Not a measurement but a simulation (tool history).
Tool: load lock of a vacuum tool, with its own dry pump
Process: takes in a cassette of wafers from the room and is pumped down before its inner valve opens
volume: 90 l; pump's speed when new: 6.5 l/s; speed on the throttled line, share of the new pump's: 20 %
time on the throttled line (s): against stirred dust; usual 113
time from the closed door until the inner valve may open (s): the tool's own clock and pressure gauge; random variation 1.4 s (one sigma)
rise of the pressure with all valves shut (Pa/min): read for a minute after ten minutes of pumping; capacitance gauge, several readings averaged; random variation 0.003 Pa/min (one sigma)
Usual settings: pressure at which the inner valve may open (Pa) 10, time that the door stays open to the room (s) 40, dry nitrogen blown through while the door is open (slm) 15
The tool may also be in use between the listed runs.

run,hour,time on the throttled line (s),pressure at which the inner valve may open (Pa),time that the door stays open to the room (s),dry nitrogen blown through while the door is open (slm),"incoming humidity of the room's air, %",time from the closed door until the inner valve may open (s),rise of the pressure with all valves shut (Pa/min)
1,0,113,10,40,15,47.5,222,0.096
2,164.4,113,10,40,7,47.4,221.2,0.107
3,337.1,113,10,40,15,43.7,226.3,0.105
4,481.7,113,10,40,15,43.9,223.4,0.111
5,590.2,113,10,40,15,44.8,225.2,0.107
6,692.5,113,10,40,15,45.9,226,0.112
7,844.2,113,10,40,15,44.5,225.3,0.119
8,933.2,113,10,40,15,47.1,225.3,0.124
9,1039.7,100,10,40,15,48.4,215.1,0.125
10,1190.8,100,10,40,15,41.8,215.7,0.132
11,1380,113,10,40,15,45.9,225.8,0.139
12,1514.7,113,10,40,22,46.7,224.7,0.148
13,1696.8,113,10,40,22,46.1,227.7,0.147
14,1857.1,158,10,40,22,45.1,259.8,0.154
15,2053.8,113,10,75,15,46.2,228.2,0.169
16,2247.4,113,10,75,15,42,228.8,0.177
17,2417,113,7,75,15,44.6,233,0.189
18,2560.8,113,7,75,15,45.4,232.3,0.194
19,2641.1,113,7,75,15,42.2,232.9,0.182
20,2736.6,108,11,83,5,44.6,224,0.21
21,2816.3,167,11,43,32,43.1,272.3,0.19
22,2924.9,113,14,40,14,45.7,223,0.194
23,3014.6,113,8,180,4,45.6,230.8,0.226
24,3203.2,113,17,40,7,43,221,0.215
25,3397.4,113,17,40,7,46.4,222.8,0.224
26,3529,83,17,40,28,49,199.3,0.228
27,3626.3,113,10,40,5,42.3,229.2,0.234
28,3774.3,113,17,40,15,43.7,221.9,0.239
29,3885.2,113,10,40,7,45.2,232.2,0.25
30,3994.5,113,14,28,6,46.1,226.5,0.256
31,4091.5,113,10,66,15,45.6,232.1,0.257
32,4280.6,113,10,66,15,40.8,231.4,0.263
33,4416.7,57,10,26,15,44.8,188.8,0.273
34,4590.2,57,16,203,15,46.3,181.9,0.295
35,4741.3,115,9,40,15,45.4,235.5,0.294
36,4906.9,115,9,40,15,44.6,237.4,0.288

3 ways to go on from here, each from the tool as it stands after run 36. What would each give?
A,5036.8,218,9,40,15,46.9,?,?
B,5036.8,115,8,79,15,45.9,?,?
C,5036.8,137,9,40,29,44.3,?,?

run,time from the closed door until the inner valve may open (s),rise of the pressure with all valves shut (Pa/min)
A,316.5,0.298
B,241.1,0.309
C,254.4,0.302
Without the tool's hidden state the same runs would have given:
run,time from the closed door until the inner valve may open (s),rise of the pressure with all valves shut (Pa/min)
A,304,0.012
B,225.4,0.021
C,239.7,0.012
